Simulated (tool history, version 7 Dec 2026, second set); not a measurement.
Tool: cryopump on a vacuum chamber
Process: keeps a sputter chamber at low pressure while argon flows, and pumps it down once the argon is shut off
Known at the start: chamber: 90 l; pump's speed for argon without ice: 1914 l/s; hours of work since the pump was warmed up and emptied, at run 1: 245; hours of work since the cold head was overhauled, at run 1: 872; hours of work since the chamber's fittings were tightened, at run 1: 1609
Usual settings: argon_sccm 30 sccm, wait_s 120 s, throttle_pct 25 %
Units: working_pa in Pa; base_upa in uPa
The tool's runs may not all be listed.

run	day	argon_sccm	wait_s	throttle_pct	hours of work since the pump was warmed up and emptied	hours of work since the cold head was overhauled	hours of work since the chamber's fittings were tightened	working_pa	base_upa
1	0.000	30	120	25	245	872	1609	0.1093	1.22
2	1.496	30	120	25	269	895	1633	0.1081	1.26
3	2.325	30	120	25	282	909	1646	0.1093	1.20
4	3.958	30	120	25	308	934	1672	0.1083	1.28
5	5.071	30	120	25	325	952	1689	0.1098	1.27
6	6.229	30	120	25	343	970	1708	0.1098	1.27
7	7.746	30	120	25	367	994	1732	0.1100	1.34
8	8.762	30	91	25	383	1010	1748	0.1103	1.45

Forecast run 9:
9	9.858	30	204	44	401	1027	1765	?	?

{"run 9": {"working_pa": 0.0649, "base_upa": 1.23}}
Without the tool's hidden state the same run would have given working_pa 0.0606 Pa, base_upa 0.39 uPa.
